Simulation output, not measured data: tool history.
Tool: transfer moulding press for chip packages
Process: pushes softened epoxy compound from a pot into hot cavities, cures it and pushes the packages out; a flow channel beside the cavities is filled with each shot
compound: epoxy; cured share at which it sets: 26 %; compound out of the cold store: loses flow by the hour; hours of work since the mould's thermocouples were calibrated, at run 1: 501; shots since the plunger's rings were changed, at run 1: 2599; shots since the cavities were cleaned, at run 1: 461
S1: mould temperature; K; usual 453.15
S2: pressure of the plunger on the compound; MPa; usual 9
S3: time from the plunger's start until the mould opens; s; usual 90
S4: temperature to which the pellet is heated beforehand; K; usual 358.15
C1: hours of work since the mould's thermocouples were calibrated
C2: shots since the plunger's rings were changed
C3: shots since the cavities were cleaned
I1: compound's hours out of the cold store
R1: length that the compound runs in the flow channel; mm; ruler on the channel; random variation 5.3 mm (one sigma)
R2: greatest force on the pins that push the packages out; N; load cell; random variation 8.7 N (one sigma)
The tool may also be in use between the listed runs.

run 1 hour=0 | S1=453.15 S2=9 S3=90 S4=358.15 | C1=501 C2=2599 C3=461 | I1=33 | R1=497 R2=488
-- hour=6.3 cavities cleaned with cleaning compound and waxed
-- hour=47.5 cavities cleaned with cleaning compound and waxed
run 2 hour=55.8 | S1=453.15 S2=10.64 S3=90 S4=358.15 | C1=537 C2=3359 C3=118 | I1=15.7 | R1=589 R2=426
-- hour=85.5 cavities cleaned with cleaning compound and waxed
-- hour=103.4 plunger's sealing rings changed
-- hour=124.6 cavities cleaned with cleaning compound and waxed
run 3 hour=158.2 | S1=453.15 S2=10.64 S3=106 S4=358.15 | C1=604 C2=766 C3=484 | I1=18.5 | R1=612 R2=458
-- hour=164.7 cavities cleaned with cleaning compound and waxed
-- hour=201.9 cavities cleaned with cleaning compound and waxed
-- hour=231.8 cavities cleaned with cleaning compound and waxed, once more
run 4 hour=242.9 | S1=453.15 S2=10.64 S3=106 S4=358.15 | C1=659 C2=1923 C3=162 | I1=13.1 | R1=638 R2=404
-- hour=269 cavities cleaned with cleaning compound and waxed
-- hour=310.7 cavities cleaned with cleaning compound and waxed
run 5 hour=322.3 | S1=453.15 S2=10.64 S3=106 S4=358.15 | C1=711 C2=3023 C3=167 | I1=21.7 | R1=569 R2=410
-- hour=350.8 cavities cleaned with cleaning compound and waxed
-- hour=376.4 mould's thermocouples calibrated
run 6 hour=381.5 | S1=453.15 S2=10.64 S3=106 S4=358.15 | C1=4 C2=3825 C3=414 | I1=27.8 | R1=540 R2=444
-- hour=390.4 plunger's sealing rings changed
-- hour=391.9 cavities cleaned with cleaning compound and waxed
-- hour=433.7 cavities cleaned with cleaning compound and waxed
run 7 hour=440.6 | S1=453.15 S2=9 S3=90 S4=358.15 | C1=40 C2=680 C3=100 | I1=33.8 | R1=506 R2=393
-- hour=473.6 cavities cleaned with cleaning compound and waxed
-- hour=515.9 cavities cleaned with cleaning compound and waxed
run 8 hour=515.9 | S1=453.15 S2=9 S3=90 S4=358.15 | C1=90 C2=1721 C3=0 | I1=8.3 | R1=600 R2=403
-- hour=557.8 cavities cleaned with cleaning compound and waxed
run 9 hour=561.9 | S1=453.15 S2=9 S3=90 S4=358.15 | C1=120 C2=2362 C3=59 | I1=42.1 | R1=450 R2=392
-- hour=595.4 cavities cleaned with cleaning compound and waxed
run 10 hour=627.1 | S1=453.15 S2=9 S3=90 S4=358.15 | C1=164 C2=3280 C3=456 | I1=47.6 | R1=421 R2=511
-- hour=634.5 cavities cleaned with cleaning compound and waxed
-- hour=673.6 plunger's sealing rings changed
-- hour=675.1 cavities cleaned with cleaning compound and waxed
-- hour=714.3 cavities cleaned with cleaning compound and waxed
run 11 hour=714.3 | S1=453.15 S2=9.4 S3=90 S4=358.15 | C1=219 C2=543 C3=0 | I1=18.4 | R1=585 R2=387
-- hour=752.8 cavities cleaned with cleaning compound and waxed
run 12 hour=762.4 | S1=453.15 S2=9.4 S3=90 S4=358.15 | C1=251 C2=1214 C3=138 | I1=30.1 | R1=523 R2=422
-- hour=796.8 cavities cleaned with cleaning compound and waxed
-- hour=835.7 cavities cleaned with cleaning compound and waxed
run 13 hour=861.3 | S1=454.15 S2=9.43 S3=73 S4=349.15 | C1=317 C2=2596 C3=370 | I1=16.6 | R1=573 R2=628
-- hour=873.3 cavities cleaned with cleaning compound and waxed
-- hour=914.1 cavities cleaned with cleaning compound and waxed
-- hour=955.8 plunger's sealing rings changed
-- hour=957.3 cavities cleaned with cleaning compound and waxed
run 14 hour=962.5 | S1=453.15 S2=9 S3=90 S4=360.15 | C1=381 C2=75 C3=75 | I1=41.1 | R1=483 R2=389
-- hour=996.3 cavities cleaned with cleaning compound and waxed
run 15 hour=1009.4 | S1=453.15 S2=9 S3=81 S4=358.15 | C1=413 C2=729 C3=190 | I1=40 | R1=477 R2=472
-- hour=1039.3 cavities cleaned with cleaning compound and waxed
-- hour=1078.2 cavities cleaned with cleaning compound and waxed
run 16 hour=1097.4 | S1=453.15 S2=9 S3=81 S4=358.15 | C1=471 C2=1952 C3=275 | I1=37.3 | R1=476 R2=497
-- hour=1118.5 cavities cleaned with cleaning compound and waxed
-- hour=1158.2 cavities cleaned with cleaning compound and waxed
run 17 hour=1172.1 | S1=453.15 S2=9 S3=81 S4=358.15 | C1=520 C2=2985 C3=199 | I1=13.3 | R1=560 R2=515
-- hour=1198.6 cavities cleaned with cleaning compound and waxed
-- hour=1241.8 plunger's sealing rings changed
-- hour=1243.3 cavities cleaned with cleaning compound and waxed
run 18 hour=1269.5 | S1=453.15 S2=9 S3=118 S4=358.15 | C1=583 C2=378 C3=378 | I1=12.6 | R1=589 R2=422
-- hour=1284.3 cavities cleaned with cleaning compound and waxed
run 19 hour=1311.6 | S1=458.15 S2=9.33 S3=74 S4=366.15 | C1=611 C2=963 C3=393 | I1=47.2 | R1=454 R2=483
-- hour=1325 cavities cleaned with cleaning compound and waxed
-- hour=1367 cavities cleaned with cleaning compound and waxed
run 20 hour=1378 | S1=453.15 S2=9 S3=75 S4=348.15 | C1=654 C2=1876 C3=158 | I1=24.5 | R1=525 R2=569
-- hour=1408.4 cavities cleaned with cleaning compound and waxed
-- hour=1445.5 cavities cleaned with cleaning compound and waxed
run 21 hour=1449.3 | S1=453.15 S2=9 S3=75 S4=348.15 | C1=701 C2=2861 C3=56 | I1=43.5 | R1=450 R2=488
-- hour=1482.9 cavities cleaned with cleaning compound and waxed
run 22 hour=1505.1 | S1=454.15 S2=8.42 S3=126 S4=352.15 | C1=738 C2=3642 C3=320 | I1=13.6 | R1=543 R2=416
-- hour=1512.5 mould's thermocouples calibrated
-- hour=1528.3 plunger's sealing rings changed
-- hour=1529.8 cavities cleaned with cleaning compound and waxed
run 23 hour=1562.6 | S1=453.15 S2=9.42 S3=90 S4=358.15 | C1=32 C2=472 C3=472 | I1=17.6 | R1=593 R2=521

Some steps in R1 between neighbouring runs. How much of each would the tool show without its hidden state too (settings, what came in, random variation), and how much is left for the hidden state, with any gauge scatter that isn't in both results?
The hidden state here: true mould temperature over the reading, C; pressure that reaches the compound, % of what is set; grip of the stained cavities, % over clean ones'; drift of the gauge itself on flow_mm, %; drift of the gauge itself on push_out_n, %.
Run 6 -> 7: S2 10.64 -> 9, S3 106 -> 90, plunger's sealing rings changed, cavities cleaned with cleaning compound and waxed, cavities cleaned with cleaning compound and waxed. R1 -34 mm: hidden state +36, all else -70.
Run 8 -> 9: cavities cleaned with cleaning compound and waxed. R1 -150 mm: hidden state +0, all else -150.
Run 10 -> 11: S2 9 -> 9.4, cavities cleaned with cleaning compound and waxed, plunger's sealing rings changed, cavities cleaned with cleaning compound and waxed, cavities cleaned with cleaning compound and waxed. R1 +164 mm: hidden state +22, all else +142.
Run 22 -> 23: S1 454.15 -> 453.15, S2 8.42 -> 9.42, S3 126 -> 90, S4 352.15 -> 358.15, mould's thermocouples calibrated, plunger's sealing rings changed, cavities cleaned with cleaning compound and waxed. R1 +50 mm: hidden state +40, all else +10.
